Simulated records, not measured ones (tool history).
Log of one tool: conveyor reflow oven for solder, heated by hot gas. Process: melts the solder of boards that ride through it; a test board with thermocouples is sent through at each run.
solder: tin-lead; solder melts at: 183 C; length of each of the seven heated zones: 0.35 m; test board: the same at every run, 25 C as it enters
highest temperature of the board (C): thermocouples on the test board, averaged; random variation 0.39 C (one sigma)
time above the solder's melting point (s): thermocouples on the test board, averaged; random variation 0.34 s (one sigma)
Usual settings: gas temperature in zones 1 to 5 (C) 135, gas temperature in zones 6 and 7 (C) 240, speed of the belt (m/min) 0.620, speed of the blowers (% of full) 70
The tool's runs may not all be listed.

run,day,gas temperature in zones 1 to 5 (C),gas temperature in zones 6 and 7 (C),speed of the belt (m/min),speed of the blowers (% of full),highest temperature of the board (C),time above the solder's melting point (s)
1,0.000,135,240,0.620,70,214.1,47.1
2,2.183,135,240,0.620,70,213.8,46.2
3,6.071,135,240,0.620,59,208.9,40.9
4,8.425,135,240,0.620,59,207.9,40.3
# day 10.362: flux residue cleaned out of gas plates and filters
5,10.383,135,240,0.620,59,211.7,44.1
6,13.754,135,240,0.620,59,211.7,43.8
7,15.571,135,240,0.620,59,211.4,43.5
# day 16.771: belt drive overhauled, speed set with a stopwatch
8,17.604,135,240,0.578,70,217.0,52.6
9,19.354,135,252,0.620,70,223.5,52.5
10,21.996,135,240,0.620,70,213.9,45.3
11,25.708,135,240,0.620,70,212.9,45.3
12,28.383,135,240,0.620,70,212.5,44.1
13,30.088,135,248,0.620,66,216.7,48.2

The next listed run, before its measurement:
# day 31.221: thermocouples of zones 6 and 7 changed
# day 33.246: flux residue cleaned out of gas plates and filters
14,33.717,135,235,0.620,70,?,?

{"run 14": {"highest temperature of the board (C)": 211.7, "time above the solder's melting point (s)": 43.6}}
Without the tool's hidden state the same run would have given highest temperature of the board (C) 212.0, time above the solder's melting point (s) 43.7.

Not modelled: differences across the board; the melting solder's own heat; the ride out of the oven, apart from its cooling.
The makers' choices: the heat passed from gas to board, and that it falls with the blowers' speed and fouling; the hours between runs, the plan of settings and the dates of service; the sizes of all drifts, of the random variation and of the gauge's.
